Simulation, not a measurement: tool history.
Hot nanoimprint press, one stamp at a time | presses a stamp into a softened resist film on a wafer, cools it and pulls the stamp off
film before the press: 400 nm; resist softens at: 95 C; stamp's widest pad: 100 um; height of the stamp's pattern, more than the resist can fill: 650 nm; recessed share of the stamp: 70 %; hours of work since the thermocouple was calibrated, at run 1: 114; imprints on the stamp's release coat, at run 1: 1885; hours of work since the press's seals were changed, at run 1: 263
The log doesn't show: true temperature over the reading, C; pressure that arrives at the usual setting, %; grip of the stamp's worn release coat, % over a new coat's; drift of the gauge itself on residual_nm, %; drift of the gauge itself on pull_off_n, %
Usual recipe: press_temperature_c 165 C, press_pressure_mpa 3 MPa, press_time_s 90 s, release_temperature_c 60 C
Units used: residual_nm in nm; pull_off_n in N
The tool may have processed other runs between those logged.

run,hour,press_temperature_c,press_pressure_mpa,press_time_s,release_temperature_c,hours of work since the thermocouple was calibrated,imprints on the stamp's release coat,hours of work since the press's seals were changed,residual_nm,pull_off_n
1,0,165,3,90,60,114,1885,263,202.9,186
2,17.4,159,3,90,60,121,1923,270,260.2,197
3,30.5,159,3,90,60,127,1951,275,261.2,190
4,48.2,159,3,90,60,134,1990,283,260.6,176
5,67.3,159,3,90,60,142,2032,291,260.8,189
6,77.6,157,3,90,60,147,2054,295,279.5,187
7,95.9,157,2.06,90,60,154,2095,303,307.1,184
8,115.5,157,2.06,90,60,162,2137,311,306.4,191
9,129.1,157,2.06,90,60,168,2167,317,309.2,187
10,144.6,165,3.94,90,60,175,2201,323,181.8,189
11,167.3,165,3.94,90,60,184,2251,333,181.9,188
12,186.5,165,3.94,90,47,192,2293,341,181,224
13,202.5,165,3.94,90,47,199,2328,347,181.9,220
14,221.9,165,3,90,56,207,2370,356,203.4,201
15,242.7,165,3,90,56,216,2416,364,202.5,199
# hour 250.5: stamp cleaned and given a new release coat
16,270.1,165,3,90,56,225,43,373,202.4,200
17,288.9,165,3,90,56,233,84,381,202.8,204
18,300.7,176,2.97,90,60,238,110,386,120.9,182
19,324.7,176,2.97,90,60,248,162,396,122,184
20,344.3,176,2.97,90,60,256,205,404,121.4,190
21,361.1,176,4.1,154,66,263,242,411,80.7,174
22,376.3,169,1.89,132,48,269,275,418,176.5,219
23,395.5,169,2.13,132,57,277,317,426,168.3,197
24,415.7,169,2.13,132,57,286,361,434,168.4,192
# hour 428.1: plate thermocouple calibrated
25,435.6,166,1.97,90,60,3,398,441,228,183
26,458.8,165,3,126,64,13,449,451,178.9,180
27,469.8,162,2.23,103,66,18,473,456,245.1,169
28,488.1,162,2.23,103,66,25,513,463,244.9,179
29,502.1,165,3.01,81,60,31,544,469,210.4,184
30,514.7,165,3.01,81,60,36,572,475,211.2,188

Forecast each of these 3 alternatives for the next run:
A,524.7,165,4.66,170,50,40,593,479,?,?
B,524.7,173,3,56,49,40,593,479,?,?
C,524.7,165,2.21,81,61,40,593,479,?,?

run,residual_nm,pull_off_n
A,128.9,215
B,169.5,206
C,235.5,185
What these runs would have given with no unlogged condition in the tool:
run,residual_nm,pull_off_n
A,128.9,214
B,169.5,206
C,235.4,184

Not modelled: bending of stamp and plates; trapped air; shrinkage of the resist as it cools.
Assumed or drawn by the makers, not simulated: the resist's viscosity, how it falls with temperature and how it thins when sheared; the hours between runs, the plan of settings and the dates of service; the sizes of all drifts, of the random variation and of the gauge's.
